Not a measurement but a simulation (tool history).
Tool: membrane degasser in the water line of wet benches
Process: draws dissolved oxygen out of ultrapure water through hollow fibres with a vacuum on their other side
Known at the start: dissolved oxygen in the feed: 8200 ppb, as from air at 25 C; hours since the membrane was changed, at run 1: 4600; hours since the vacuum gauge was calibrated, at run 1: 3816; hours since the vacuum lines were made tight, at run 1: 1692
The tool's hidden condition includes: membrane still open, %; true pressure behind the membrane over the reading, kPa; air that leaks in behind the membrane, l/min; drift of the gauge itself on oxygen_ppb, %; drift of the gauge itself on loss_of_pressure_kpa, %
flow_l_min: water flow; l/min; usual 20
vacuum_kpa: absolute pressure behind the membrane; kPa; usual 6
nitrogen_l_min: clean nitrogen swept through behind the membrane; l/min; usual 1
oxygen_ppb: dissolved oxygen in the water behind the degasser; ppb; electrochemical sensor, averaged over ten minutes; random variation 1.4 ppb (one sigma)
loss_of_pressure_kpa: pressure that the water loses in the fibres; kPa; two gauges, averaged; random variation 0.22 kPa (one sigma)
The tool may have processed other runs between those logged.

run	hour	flow_l_min	vacuum_kpa	nitrogen_l_min	hours since the membrane was changed	hours since the vacuum gauge was calibrated	hours since the vacuum lines were made tight	oxygen_ppb	loss_of_pressure_kpa
1	0	20	6	1	4600	3816	1692	149.7	52.85
2	131	20	6	1	4731	3947	1823	148.3	52.66
3	265.5	20	6	1	4866	4081	1958	150.5	52.89
4	418.4	20	6	1	5019	4234	2111	150.9	52.84
5	527.2	20	6	1	5128	4343	2219	151.8	52.74
6	630	20	6	1	5230	4446	2322	151.9	53.24
7	760.7	20	6	1	5361	4577	2453	150.2	53.28
8	908	20	6	1	5508	4724	2600	153.2	53.16
9	1034.6	18	6	1	5635	4850	2727	133	47.82
10	1127	20	6	1	5727	4943	2819	152	53
11	1234.3	20	6	1	5835	5050	2926	152.2	53.04
12	1304	20	6	1	5904	5120	2996	153.2	53.26
13	1367.8	20	6	1	5968	5184	3060	152.4	53.09
14	1515.9	20	6	1	6116	5332	3208	153.2	53.01
15	1609.3	20	6	1	6210	5425	3301	151.6	53.31
16	1699.5	20	6	1	6300	5515	3392	148.8	53.47
17	1800.5	24	5.4	0.45	6401	5616	3493	280.3	64.22
18	1904.8	24	5.4	0.45	6505	5721	3597	281.8	64.51
19	2055.3	18	4.26	1.03	6656	5871	3747	60.8	48.27
20	2170.8	20	13.52	1	6771	5987	3863	470.9	53.32
21	2263.5	20	6	1.17	6864	6079	3956	137.3	53.27
22	2349.9	13	6	0.42	6950	6166	4042	192	34.6
23	2436.6	27	8.19	1.65	7037	6252	4129	275	71.86
24	2500.8	27	6	0.9	7101	6317	4193	272.7	72.15
25	2646.2	20	6.98	1.95	7247	6462	4338	117.3	52.86
26	2741.6	20	6.98	1.95	7342	6557	4434	118.5	53.25
27	2876.4	20	8.29	2.94	7477	6692	4568	109	53.72
28	3003.4	20	8.29	2.94	7604	6819	4696	110.9	53.61
29	3122.4	31	6.04	1.53	7723	6938	4815	281.6	83.24
30	3224.9	31	6.04	1.53	7825	7041	4917	278	83.12
31	3344.9	31	6.04	1.53	7945	7161	5037	279.5	83.31
32	3453.1	31	6.04	1.53	8053	7269	5145	285	82.83

Forecast each of these 4 alternatives for the next run:
A	3526.9	13	13.89	2.68	8127	7343	5219	?	?
B	3526.9	15	6.04	1.53	8127	7343	5219	?	?
C	3526.9	13	5.43	0.99	8127	7343	5219	?	?
D	3526.9	20	4.74	1	8127	7343	5219	?	?

run	oxygen_ppb	loss_of_pressure_kpa
A	129.9	34.89
B	75.5	40.18
C	77.5	34.91
D	100.5	53.63
The same runs, with their run-to-run variation unchanged, on a tool lacking any hidden condition would have given:
run	oxygen_ppb	loss_of_pressure_kpa
A	125.7	33.68
B	69.6	38.79
C	71	33.71
D	88.2	51.77
